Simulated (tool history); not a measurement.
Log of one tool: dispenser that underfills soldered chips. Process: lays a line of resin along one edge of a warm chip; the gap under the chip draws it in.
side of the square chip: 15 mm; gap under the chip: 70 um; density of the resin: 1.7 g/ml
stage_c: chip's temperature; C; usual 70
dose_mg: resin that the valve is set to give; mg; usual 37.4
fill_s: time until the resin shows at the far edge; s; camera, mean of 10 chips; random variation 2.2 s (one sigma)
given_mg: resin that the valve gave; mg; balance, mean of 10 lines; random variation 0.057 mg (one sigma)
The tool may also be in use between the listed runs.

| run | day | stage_c | dose_mg | fill_s | given_mg |
|---|---|---|---|---|---|
| 1 | 0 | 70 | 37.4 | 350.7 | 37.36 |
|  | 0.225 | new syringe of resin |
| 2 | 0.508 | 70 | 37.4 | 307.7 | 37.2 |
|  | 0.85 | new syringe of resin |
| 3 | 0.883 | 70 | 37.4 | 236 | 37.1 |
|  | 1.433 | new syringe of resin |
| 4 | 1.558 | 70 | 37.4 | 257.2 | 36.83 |
|  | 2.042 | new syringe of resin |
| 5 | 2.15 | 70 | 37.4 | 251.4 | 36.87 |
| 6 | 2.562 | 70 | 37.4 | 410.2 | 36.52 |
|  | 2.654 | new syringe of resin |
| 7 | 2.888 | 70 | 34.9 | 313.6 | 34.2 |
|  | 3.292 | new syringe of resin |
| 8 | 3.533 | 70 | 37.4 | 313.2 | 36.5 |
|  | 3.904 | new syringe of resin |
| 9 | 4.029 | 70 | 37.4 | 261 | 36.25 |
|  | 4.496 | new syringe of resin |
| 10 | 4.604 | 59 | 37.4 | 360.7 | 36.38 |
| 11 | 4.988 | 59 | 37.4 | 570.3 | 36.01 |
|  | 5.083 | dispensing valve cleaned and set on the balance |
|  | 5.125 | new syringe of resin |
| 12 | 5.35 | 59 | 37.4 | 410.3 | 37.33 |
|  | 5.754 | new syringe of resin |
| 13 | 6.062 | 59 | 37.4 | 446.5 | 37.09 |
|  | 6.342 | new syringe of resin |
| 14 | 6.467 | 70 | 44.8 | 259.4 | 44.4 |
|  | 6.946 | new syringe of resin |
| 15 | 6.946 | 68 | 36.4 | 251.8 | 35.84 |
| 16 | 7.262 | 60 | 38.7 | 457.2 | 38.04 |
|  | 7.554 | new syringe of resin |
| 17 | 7.6 | 74 | 38 | 215.8 | 37.33 |
|  | 8.142 | new syringe of resin |
| 18 | 8.225 | 74 | 38 | 228 | 37.03 |
|  | 8.733 | new syringe of resin |
| 19 | 8.879 | 74 | 38 | 241.5 | 36.98 |
| 20 | 9.262 | 56 | 37.4 | 661.1 | 36.41 |
|  | 9.317 | new syringe of resin |
| 21 | 9.858 | 60 | 45 | 581.8 | 43.48 |
|  | 9.925 | new syringe of resin |
|  | 10.233 | dispensing valve cleaned and set on the balance |
|  | 10.55 | new syringe of resin |
| 22 | 10.612 | 60 | 45 | 330.9 | 44.92 |
| 23 | 10.908 | 81 | 36.8 | 253.8 | 36.66 |
|  | 11.133 | new syringe of resin |
| 24 | 11.492 | 56 | 47.1 | 534.3 | 46.82 |
|  | 11.717 | new syringe of resin |
| 25 | 12.183 | 57 | 37.4 | 610.4 | 36.92 |
|  | 12.304 | new syringe of resin |
| 26 | 12.658 | 68 | 44.3 | 371.2 | 43.51 |

Forecast each of these 5 alternatives for the next run:
|  | 12.9 | new syringe of resin |
| A | 13.246 | 71 | 47.2 | ? | ? |
|  | 12.9 | new syringe of resin |
| B | 13.246 | 72 | 40.1 | ? | ? |
|  | 12.9 | new syringe of resin |
| C | 13.246 | 72 | 33.2 | ? | ? |
|  | 12.9 | new syringe of resin |
| D | 13.246 | 56 | 37.4 | ? | ? |
|  | 12.9 | new syringe of resin |
| E | 13.246 | 70 | 41.2 | ? | ? |

| run | fill_s | given_mg |
|---|---|---|
| A | 328.7 | 46.19 |
| B | 333.4 | 39.28 |
| C | 348.4 | 32.54 |
| D | 548.1 | 36.68 |
| E | 353.9 | 40.45 |
Without the tool's hidden state the same runs would have given:
| run | fill_s | given_mg |
|---|---|---|
| A | 205.8 | 47.1 |
| B | 208.3 | 40.05 |
| C | 216.6 | 33.17 |
| D | 339.6 | 37.4 |
| E | 220.8 | 41.24 |
